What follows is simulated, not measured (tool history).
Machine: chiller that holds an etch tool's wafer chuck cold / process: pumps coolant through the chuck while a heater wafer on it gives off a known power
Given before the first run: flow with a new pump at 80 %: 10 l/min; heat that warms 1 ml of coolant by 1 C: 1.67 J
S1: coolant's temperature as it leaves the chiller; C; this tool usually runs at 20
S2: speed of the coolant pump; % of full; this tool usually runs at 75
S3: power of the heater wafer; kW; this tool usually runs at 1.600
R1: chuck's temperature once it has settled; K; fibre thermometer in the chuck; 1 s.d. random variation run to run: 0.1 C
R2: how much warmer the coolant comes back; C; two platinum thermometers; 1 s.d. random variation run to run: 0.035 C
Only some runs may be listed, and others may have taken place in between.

Run 1, day 0.000: usual settings. Result: R1 310.65 K, R2 6.10 C.
Run 2, day 2.125: usual settings. Result: R1 310.55 K, R2 6.14 C.
Run 3, day 5.150: usual settings. Result: R1 310.75 K, R2 6.17 C.
Run 4, day 7.696: usual settings. Result: R1 310.55 K, R2 6.18 C.
Run 5, day 9.471: usual settings. Result: R1 310.45 K, R2 6.13 C.
Run 6, day 11.788: usual settings. Result: R1 310.35 K, R2 6.06 C.
Run 7, day 14.179: usual settings. Result: R1 310.55 K, R2 6.13 C.
Run 8, day 17.367: usual settings but S2 97 % of full. Result: R1 308.05 K, R2 4.77 C.
Run 9, day 19.479: usual settings but S3 1.177 kW. Result: R1 305.85 K, R2 4.54 C.
Run 10, day 22.567: usual settings but S3 1.297 kW. Result: R1 307.15 K, R2 4.98 C.
Run 11, day 24.817: usual settings but S3 1.297 kW. Result: R1 307.25 K, R2 4.98 C.
Run 12, day 26.958: usual settings. Result: R1 310.45 K, R2 6.13 C.
Run 13, day 29.892: usual settings. Result: R1 310.55 K, R2 6.13 C.
Run 14, day 32.642: usual settings. Result: R1 310.55 K, R2 6.06 C.
Run 15, day 34.608: usual settings. Result: R1 310.65 K, R2 6.08 C.
Run 16, day 37.788: usual settings. Result: R1 310.45 K, R2 6.08 C.
Run 17, day 40.033: usual settings. Result: R1 310.55 K, R2 6.12 C.
Run 18, day 42.729: usual settings but S1 11 C, S2 87 % of full. Result: R1 299.85 K, R2 5.34 C.
Run 19, day 45.783: usual settings but S3 1.631 kW. Result: R1 310.85 K, R2 6.26 C.
Run 20, day 48.467: usual settings but S3 0.970 kW. Result: R1 303.85 K, R2 3.74 C.
At day 50.104: coolant changed, channels flushed.
Run 21, day 51.162: usual settings but S3 0.970 kW. Result: R1 303.75 K, R2 3.73 C.
Run 22, day 54.288: usual settings but S1 23 C, S2 84 % of full, S3 0.858 kW. Result: R1 304.75 K, R2 3.02 C.
Run 23, day 55.733: usual settings but S1 23 C, S2 84 % of full, S3 0.858 kW. Result: R1 304.85 K, R2 2.90 C.
Run 24, day 57.938: usual settings but S1 23 C, S2 84 % of full, S3 0.858 kW. Result: R1 304.85 K, R2 2.97 C.
Run 25, day 59.471: usual settings but S2 96 % of full, S3 0.846 kW. Result: R1 300.75 K, R2 2.58 C.
Run 26, day 61.746: usual settings but S2 96 % of full, S3 0.846 kW. Result: R1 300.95 K, R2 2.60 C.
Run 27, day 64.908: usual settings but S1 17 C, S3 2.316 kW. Result: R1 315.25 K, R2 8.87 C.
Run 28, day 67.917: usual settings but S1 17 C, S3 2.316 kW. Result: R1 315.25 K, R2 8.84 C.
Run 29, day 69.338: usual settings but S1 16 C, S2 72 % of full, S3 0.882 kW. Result: R1 299.05 K, R2 3.49 C.
Run 30, day 72.358: usual settings but S3 1.964 kW. Result: R1 314.55 K, R2 7.50 C.
Run 31, day 75.525: usual settings but S1 25 C, S3 1.964 kW. Result: R1 319.35 K, R2 7.52 C.
Run 32, day 77.908: usual settings but S2 61 % of full, S3 2.144 kW. Result: R1 319.95 K, R2 9.97 C.

Here are 3 independent what-if runs from the current tool condition. What would each one return?
Run A, day 80.254: usual settings but S1 22 C. Result: R1 ?, R2 ?.
Run B, day 80.254: usual settings but S2 76 % of full, S3 0.854 kW. Result: R1 ?, R2 ?.
Run C, day 80.254: usual settings but S2 98 % of full, S3 1.027 kW. Result: R1 ?, R2 ?.

run      R1    R2
  A  312.55  6.16
  B  302.25  3.22
  C  302.35  2.98
Take away the tool's hidden state, keep each run's random variation, and the runs would have read:
run      R1    R2
  A  312.45  6.16
  B  302.25  3.22
  C  302.35  2.98
